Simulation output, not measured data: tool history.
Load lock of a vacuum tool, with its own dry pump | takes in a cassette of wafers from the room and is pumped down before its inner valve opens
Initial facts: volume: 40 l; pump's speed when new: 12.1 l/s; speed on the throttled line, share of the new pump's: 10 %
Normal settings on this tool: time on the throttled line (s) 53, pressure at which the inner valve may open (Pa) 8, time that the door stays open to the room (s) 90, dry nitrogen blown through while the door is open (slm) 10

run,day,time on the throttled line (s),pressure at which the inner valve may open (Pa),time that the door stays open to the room (s),dry nitrogen blown through while the door is open (slm),"incoming humidity of the room's air, %",time from the closed door until the inner valve may open (s),rise of the pressure with all valves shut (Pa/min)
1,0.000,53,8,90,10,43.7,79.8,0.064
2,7.608,30,8,90,10,43.5,59.3,0.068
3,16.908,30,8,90,10,44.2,59.6,0.080
4,27.667,53,6,90,10,40.8,80.6,0.092
5,36.246,53,6,90,10,43.5,81.0,0.098
6,42.383,53,8,90,10,42.9,79.9,0.100
7,50.258,53,8,90,10,47.8,80.6,0.112
8,56.821,53,7,90,11,45.4,80.6,0.116
9,62.404,53,16,90,7,41.4,77.9,0.122
10,72.458,57,15,90,30,47.4,80.9,0.115
11,84.058,57,15,90,30,45.1,81.3,0.133
12,93.042,53,13,34,10,45.1,78.4,0.140
13,98.692,53,13,34,10,43.4,78.4,0.145

A few steps of time from the closed door until the inner valve may open (s) between consecutive runs. Split each: what settings, incoming material and random variation would produce without the hidden state, and what is left over for the hidden state, along with gauge scatter present in only one of the two compared results (measured, and without hidden state):
Hidden conditions of the tool in this case: pump's speed, % of a new pump's; leak at the door's seal, Pa l/s; drift of the gauge itself on ready_s, %; drift of the gauge itself on rise_pa_min, %.
Run 1 -> 2: time on the throttled line (s) 53 -> 30. time from the closed door until the inner valve may open (s) -20.5: hidden state +0.1, all else -20.6.
Run 3 -> 4: time on the throttled line (s) 30 -> 53, pressure at which the inner valve may open (Pa) 8 -> 6. time from the closed door until the inner valve may open (s) +21.0: hidden state +0.0, all else +21.0.

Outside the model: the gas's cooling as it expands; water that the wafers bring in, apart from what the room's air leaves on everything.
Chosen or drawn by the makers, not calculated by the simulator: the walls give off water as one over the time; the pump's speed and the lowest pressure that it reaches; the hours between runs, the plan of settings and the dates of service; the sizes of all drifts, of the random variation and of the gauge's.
